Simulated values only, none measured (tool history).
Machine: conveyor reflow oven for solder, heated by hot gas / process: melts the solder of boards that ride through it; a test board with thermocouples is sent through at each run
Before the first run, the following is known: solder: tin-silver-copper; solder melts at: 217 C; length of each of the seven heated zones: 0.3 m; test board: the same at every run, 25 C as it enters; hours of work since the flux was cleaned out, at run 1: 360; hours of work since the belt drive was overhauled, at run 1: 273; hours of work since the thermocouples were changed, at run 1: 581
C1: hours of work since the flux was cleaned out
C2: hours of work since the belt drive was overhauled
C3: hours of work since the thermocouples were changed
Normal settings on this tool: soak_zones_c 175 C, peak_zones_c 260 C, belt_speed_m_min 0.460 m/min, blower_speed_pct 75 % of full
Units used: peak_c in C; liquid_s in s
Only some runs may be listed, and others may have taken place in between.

{"run": 1, "hour": 0.0, "soak_zones_c": 175, "peak_zones_c": 260, "belt_speed_m_min": 0.46, "blower_speed_pct": 75, "C1": 360, "C2": 273, "C3": 581, "peak_c": 249.4, "liquid_s": 58.9}
{"run": 2, "hour": 39.1, "soak_zones_c": 175, "peak_zones_c": 260, "belt_speed_m_min": 0.46, "blower_speed_pct": 75, "C1": 390, "C2": 303, "C3": 611, "peak_c": 248.8, "liquid_s": 58.1}
{"run": 3, "hour": 60.6, "soak_zones_c": 175, "peak_zones_c": 260, "belt_speed_m_min": 0.46, "blower_speed_pct": 75, "C1": 407, "C2": 320, "C3": 627, "peak_c": 248.9, "liquid_s": 58.5}
{"hour": 82.3, "done": "flux residue cleaned out of gas plates and filters"}
{"run": 4, "hour": 87.4, "soak_zones_c": 175, "peak_zones_c": 270, "belt_speed_m_min": 0.46, "blower_speed_pct": 75, "C1": 4, "C2": 336, "C3": 644, "peak_c": 256.7, "liquid_s": 63.7}
{"run": 5, "hour": 121.1, "soak_zones_c": 175, "peak_zones_c": 270, "belt_speed_m_min": 0.46, "blower_speed_pct": 75, "C1": 30, "C2": 362, "C3": 670, "peak_c": 256.8, "liquid_s": 63.5}
{"hour": 145.6, "done": "flux residue cleaned out of gas plates and filters, once more"}
{"run": 6, "hour": 158.7, "soak_zones_c": 175, "peak_zones_c": 260, "belt_speed_m_min": 0.426, "blower_speed_pct": 75, "C1": 10, "C2": 387, "C3": 695, "peak_c": 251.8, "liquid_s": 66.5}
{"run": 7, "hour": 177.7, "soak_zones_c": 175, "peak_zones_c": 260, "belt_speed_m_min": 0.426, "blower_speed_pct": 75, "C1": 25, "C2": 401, "C3": 709, "peak_c": 251.7, "liquid_s": 66.8}
{"run": 8, "hour": 213.5, "soak_zones_c": 179, "peak_zones_c": 260, "belt_speed_m_min": 0.46, "blower_speed_pct": 75, "C1": 52, "C2": 429, "C3": 737, "peak_c": 250.1, "liquid_s": 62.0}
{"run": 9, "hour": 233.7, "soak_zones_c": 181, "peak_zones_c": 269, "belt_speed_m_min": 0.408, "blower_speed_pct": 70, "C1": 67, "C2": 444, "C3": 752, "peak_c": 260.8, "liquid_s": 77.6}
{"run": 10, "hour": 257.2, "soak_zones_c": 165, "peak_zones_c": 269, "belt_speed_m_min": 0.405, "blower_speed_pct": 70, "C1": 85, "C2": 462, "C3": 770, "peak_c": 259.5, "liquid_s": 72.1}
{"run": 11, "hour": 275.1, "soak_zones_c": 161, "peak_zones_c": 259, "belt_speed_m_min": 0.439, "blower_speed_pct": 65, "C1": 99, "C2": 476, "C3": 784, "peak_c": 247.1, "liquid_s": 55.6}
{"run": 12, "hour": 295.3, "soak_zones_c": 164, "peak_zones_c": 249, "belt_speed_m_min": 0.487, "blower_speed_pct": 53, "C1": 114, "C2": 491, "C3": 799, "peak_c": 233.5, "liquid_s": 35.2}
{"run": 13, "hour": 319.5, "soak_zones_c": 164, "peak_zones_c": 249, "belt_speed_m_min": 0.487, "blower_speed_pct": 53, "C1": 133, "C2": 510, "C3": 818, "peak_c": 233.2, "liquid_s": 34.9}
{"run": 14, "hour": 339.9, "soak_zones_c": 181, "peak_zones_c": 260, "belt_speed_m_min": 0.46, "blower_speed_pct": 75, "C1": 148, "C2": 525, "C3": 833, "peak_c": 249.8, "liquid_s": 62.4}
{"run": 15, "hour": 380.0, "soak_zones_c": 181, "peak_zones_c": 260, "belt_speed_m_min": 0.46, "blower_speed_pct": 75, "C1": 179, "C2": 556, "C3": 864, "peak_c": 249.7, "liquid_s": 62.4}

Consider 3 possible next runs. They are alternatives, not a sequence: every one starts from the tool as it was left by run 15. What does each give?
{"run": "A", "hour": 411.3, "soak_zones_c": 161, "peak_zones_c": 260, "belt_speed_m_min": 0.439, "blower_speed_pct": 75, "C1": 203, "C2": 580, "C3": 888, "peak_c": "?", "liquid_s": "?"}
{"run": "B", "hour": 411.3, "soak_zones_c": 181, "peak_zones_c": 260, "belt_speed_m_min": 0.478, "blower_speed_pct": 55, "C1": 203, "C2": 580, "C3": 888, "peak_c": "?", "liquid_s": "?"}
{"run": "C", "hour": 411.3, "soak_zones_c": 173, "peak_zones_c": 260, "belt_speed_m_min": 0.483, "blower_speed_pct": 63, "C1": 203, "C2": 580, "C3": 888, "peak_c": "?", "liquid_s": "?"}

run=A peak_c=249.0 liquid_s=58.0
run=B peak_c=246.4 liquid_s=56.3
run=C peak_c=246.5 liquid_s=52.4
With the hidden condition removed and each run's random variation left untouched, the same runs would have given:
run=A peak_c=251.4 liquid_s=59.8
run=B peak_c=248.5 liquid_s=57.8
run=C peak_c=248.8 liquid_s=54.1
